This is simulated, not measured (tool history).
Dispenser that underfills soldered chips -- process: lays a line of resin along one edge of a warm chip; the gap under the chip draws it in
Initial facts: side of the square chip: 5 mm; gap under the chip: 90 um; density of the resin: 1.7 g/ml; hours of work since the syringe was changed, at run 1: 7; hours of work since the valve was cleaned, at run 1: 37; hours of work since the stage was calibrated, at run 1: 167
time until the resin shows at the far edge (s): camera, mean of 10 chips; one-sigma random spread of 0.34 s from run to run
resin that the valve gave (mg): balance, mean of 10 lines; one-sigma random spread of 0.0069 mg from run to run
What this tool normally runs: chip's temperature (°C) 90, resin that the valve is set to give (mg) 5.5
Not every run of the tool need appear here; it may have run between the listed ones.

run   hour  chip's temperature (°C)  resin that the valve is set to give (mg)  hours of work since the syringe was changed  hours of work since the valve was cleaned  hours of work since the stage was calibrated  time until the resin shows at the far edge (s)  resin that the valve gave (mg)
  1      0                       90                                       5.5                                            7                                         37                                           167                                            28.1                           5.396
         5  -- new syringe of resin
       6.9  -- dispensing valve cleaned and set on the balance
  2      7                       90                                       5.5                                            1                                          0                                           171                                            17.3                           5.504
  3   11.7                       90                                       5.5                                            4                                          4                                           175                                            23.3                           5.488
  4   16.7                       90                                       5.5                                            8                                          7                                           179                                            30.7                           5.464
      20.2  -- new syringe of resin
  5   25.2                       99                                       5.5                                            4                                         14                                           185                                            15.8                           5.455
  6   28.8                       99                                       5.5                                            7                                         16                                           187                                            20.1                           5.445
  7   32.6                       90                                       5.5                                            9                                         19                                           190                                            34.2                            5.43
      34.4  -- new syringe of resin
  8   36.4                       90                                       5.5                                            2                                         22                                           193                                            18.3                           5.428
  9   40.1                       90                                       5.5                                            4                                         25                                           196                                            22.9                           5.432
      48.6  -- new syringe of resin
 10   49.3                       90                                       5.5                                            1                                         31                                           203                                              17                           5.403
 11   57.8                       90                                       5.5                                            7                                         38                                           209                                            28.7                           5.387
      62.5  -- new syringe of resin
      64.1  -- dispensing valve cleaned and set on the balance
 12   66.9                       90                                      5.14                                            3                                          2                                           215                                            19.5                           5.127
 13   70.7                       90                                      5.69                                            5                                          5                                           218                                            25.1                           5.659
      77.5  -- new syringe of resin
 14   78.8                       90                                      5.69                                            1                                         11                                           224                                            17.9                           5.657
 15   86.4                       90                                      5.69                                            7                                         17                                           230                                            27.8                           5.641
 16   90.7                       91                                      5.69                                           10                                         20                                           233                                            35.2                            5.62
      91.6  -- new syringe of resin
 17   98.5                       82                                      5.25                                            5                                         26                                           239                                            32.5                           5.181
     105.6  -- new syringe of resin
 18  107.3                       82                                      5.25                                            1                                         32                                           245                                            23.4                           5.162
 19  111.1                       90                                      6.34                                            4                                         35                                           248                                            21.4                           6.229
 20    116                       90                                      6.34                                            8                                         39                                           252                                            29.1                           6.215
     119.5  -- new syringe of resin
     121.2  -- dispensing valve cleaned and set on the balance
 21  124.9                       80                                      5.48                                            3                                          3                                           257                                              30                           5.468
 22  131.4                       80                                      5.48                                            8                                          8                                           262                                            44.5                            5.47
     134.3  -- new syringe of resin
 23  137.9                       80                                      5.48                                            3                                         12                                           267                                            27.9                           5.461
 24  145.7                       84                                      6.37                                            9                                         18                                           273                                            37.7                           6.319
     148.4  -- new syringe of resin
 25  154.1                      104                                      6.62                                            4                                         25                                           279                                            13.5                           6.557
 26  158.4                       77                                      5.69                                            8                                         28                                           282                                            46.5                           5.621
     162.2  -- new syringe of resin
 27  162.9                       87                                      4.85                                            1                                         31                                           286                                            19.1                            4.79
 28  169.3                      105                                      5.11                                            5                                         36                                           290                                            14.7                           5.027
 29  174.3                       86                                       5.2                                            9                                         40                                           294                                            38.6                           5.112
     176.3  -- new syringe of resin
     178.9  -- dispensing valve cleaned and set on the balance
 30  183.3                       86                                       5.2                                            5                                          3                                           300                                              27                           5.177

3 ways to go on from here, each from the tool as it stands after run 30. What would each give?
  A  189.8                      100                                      5.13                                            9                                          8                                           305                                               ?                               ?
  B  189.8                       86                                      5.23                                            9                                          8                                           305                                               ?                               ?
  C  189.8                      102                                      5.42                                            9                                          8                                           305                                               ?                               ?

run  time until the resin shows at the far edge (s)  resin that the valve gave (mg)
  A                                            24.5                           5.091
  B                                            40.1                           5.201
  C                                            23.2                           5.374
Stripped of hidden state, with their random variation kept, the same runs would have yielded:
run  time until the resin shows at the far edge (s)  resin that the valve gave (mg)
  A                                            11.7                           5.121
  B                                            19.2                           5.232
  C                                            11.1                           5.406

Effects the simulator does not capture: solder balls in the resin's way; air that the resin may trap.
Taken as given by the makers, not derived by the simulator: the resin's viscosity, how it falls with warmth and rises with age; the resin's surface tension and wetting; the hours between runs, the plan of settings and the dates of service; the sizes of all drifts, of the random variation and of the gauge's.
